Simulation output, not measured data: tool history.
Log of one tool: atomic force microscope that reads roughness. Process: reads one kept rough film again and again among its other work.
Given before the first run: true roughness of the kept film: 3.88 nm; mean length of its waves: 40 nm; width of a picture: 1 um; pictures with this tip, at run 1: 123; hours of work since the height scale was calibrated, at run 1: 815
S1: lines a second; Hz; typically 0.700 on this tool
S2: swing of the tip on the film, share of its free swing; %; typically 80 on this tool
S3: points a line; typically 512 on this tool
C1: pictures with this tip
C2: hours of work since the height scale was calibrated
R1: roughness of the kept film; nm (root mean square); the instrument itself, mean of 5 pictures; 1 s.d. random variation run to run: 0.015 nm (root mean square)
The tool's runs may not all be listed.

run     day     S1  S2   S3   C1    C2     R1
  1   0.000  0.700  80  512  123   815  3.365
  2   0.888  0.700  80  512  161   830  3.330
  3   1.488  0.700  80  512  187   840  3.296
  4   2.071  2.006  80  512  212   850  3.091
  5   2.929  2.006  80  512  248   864  3.055
  6   3.962  2.006  80  512  293   882  3.011
  7   4.950  0.700  80  512  335   898  3.110
  8   5.683  0.700  80  512  366   910  3.058
      6.004  -- new tip fitted
  9   6.283  0.700  80  512   12   920  3.536
 10   7.075  3.170  80  512   46   933  3.169
 11   8.296  3.170  80  512   98   954  3.106
 12   9.642  3.170  80  512  156   976  3.023
 13  10.475  3.170  80  512  191   990  2.996
 14  11.062  0.700  80  512  216  1000  3.238
 15  11.908  0.700  80  543  253  1014  3.185
 16  12.554  0.700  88  512  280  1025  3.133
 17  13.900  0.700  88  512  338  1047  3.031
     14.971  -- new tip fitted
 18  15.083  0.700  80  466    4  1067  3.560
 19  16.229  0.739  57  321   53  1086  3.517
 20  16.783  2.363  65  512   77  1095  3.404
 21  17.375  3.403  80  631  102  1105  3.094
 22  18.304  1.201  62  274  142  1121  3.367
 23  18.979  0.700  59  575  171  1132  3.368
 24  20.142  2.071  80  488  221  1151  3.067
 25  21.379  2.801  80  488  274  1172  2.947
 26  21.971  2.801  80  488  299  1182  2.923
 27  23.242  0.815  80  758  353  1203  3.067
     23.908  -- new tip fitted
 28  24.100  0.700  80  258    8  1217  3.519
 29  25.275  0.700  80  258   58  1237  3.439
 30  26.308  0.518  67  516  103  1254  3.444

Entry by entry between the runs, the difference in hidden state between the last listed run before and the first listed run after:
In the gap between runs 8 and 9: new tip fitted (day 6.004)
  radius of the tip, nm: 22.6 -> 5.8; height scale over the true one, %: -0.57 -> -0.58
  the result without the hidden state subtracted from the measured one, R1: -0.512 -> -0.045 nm (root mean square)
In the gap between runs 17 and 18: new tip fitted (day 14.971)
  radius of the tip, nm: 21.5 -> 5.3; height scale over the true one, %: -0.67 -> -0.69
  the result without the hidden state subtracted from the measured one, R1: -0.481 -> -0.034 nm (root mean square)
In the gap between runs 27 and 28: new tip fitted (day 23.908)
  radius of the tip, nm: 22.2 -> 5.5; height scale over the true one, %: -0.8 -> -0.81
  the result without the hidden state subtracted from the measured one, R1: -0.508 -> -0.045 nm (root mean square)

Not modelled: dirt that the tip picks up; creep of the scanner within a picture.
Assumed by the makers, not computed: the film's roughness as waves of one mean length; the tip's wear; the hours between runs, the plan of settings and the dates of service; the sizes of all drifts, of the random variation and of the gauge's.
